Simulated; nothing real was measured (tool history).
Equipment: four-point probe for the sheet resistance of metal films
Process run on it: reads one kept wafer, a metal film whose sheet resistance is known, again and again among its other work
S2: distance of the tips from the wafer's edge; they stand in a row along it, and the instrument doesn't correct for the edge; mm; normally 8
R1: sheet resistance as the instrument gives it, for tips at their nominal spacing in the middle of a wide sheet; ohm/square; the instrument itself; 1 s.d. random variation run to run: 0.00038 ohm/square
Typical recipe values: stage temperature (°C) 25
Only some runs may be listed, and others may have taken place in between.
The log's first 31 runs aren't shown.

{"run": 32, "hour": 418.8, "stage temperature (°C)": 20, "S2": 16, "R1": 1.910811}
{"run": 33, "hour": 437.1, "stage temperature (°C)": 21, "S2": 3, "R1": 1.954676}
{"run": 34, "hour": 449.5, "stage temperature (°C)": 21, "S2": 3, "R1": 1.954809}
{"hour": 451.2, "done": "stage's thermometer calibrated, once more"}
{"run": 35, "hour": 458.9, "stage temperature (°C)": 21, "S2": 3, "R1": 1.955889}
{"run": 36, "hour": 478.3, "stage temperature (°C)": 25, "S2": 28, "R1": 1.915612}
{"run": 37, "hour": 491.2, "stage temperature (°C)": 25, "S2": 28, "R1": 1.915201}
{"run": 38, "hour": 501.4, "stage temperature (°C)": 34, "S2": 5, "R1": 1.939796}
{"run": 39, "hour": 515.3, "stage temperature (°C)": 33, "S2": 3, "R1": 1.967476}
{"run": 40, "hour": 532.0, "stage temperature (°C)": 33, "S2": 3, "R1": 1.967303}
{"run": 41, "hour": 550.2, "stage temperature (°C)": 27, "S2": 6, "R1": 1.928387}
{"run": 42, "hour": 562.8, "stage temperature (°C)": 30, "S2": 9, "R1": 1.9239}
{"run": 43, "hour": 576.5, "stage temperature (°C)": 30, "S2": 9, "R1": 1.924213}
{"run": 44, "hour": 589.2, "stage temperature (°C)": 19, "S2": 5, "R1": 1.925559}

Predict each of these 5 candidate next runs independently; none follows another, all start after run 44:
{"run": "A", "hour": 604.7, "stage temperature (°C)": 28, "S2": 3, "R1": "?"}
{"run": "B", "hour": 604.7, "stage temperature (°C)": 19, "S2": 6, "R1": "?"}
{"run": "C", "hour": 604.7, "stage temperature (°C)": 23, "S2": 23, "R1": "?"}
{"run": "D", "hour": 604.7, "stage temperature (°C)": 32, "S2": 61, "R1": "?"}
{"run": "E", "hour": 604.7, "stage temperature (°C)": 22, "S2": 8, "R1": "?"}

run=A R1=1.962128
run=B R1=1.920317
run=C R1=1.912752
run=D R1=1.920793
run=E R1=1.917982
Stripped of hidden state, with their random variation kept, the same runs would have yielded:
run=A R1=1.956287
run=B R1=1.914590
run=C R1=1.907046
run=D R1=1.915066
run=E R1=1.912262
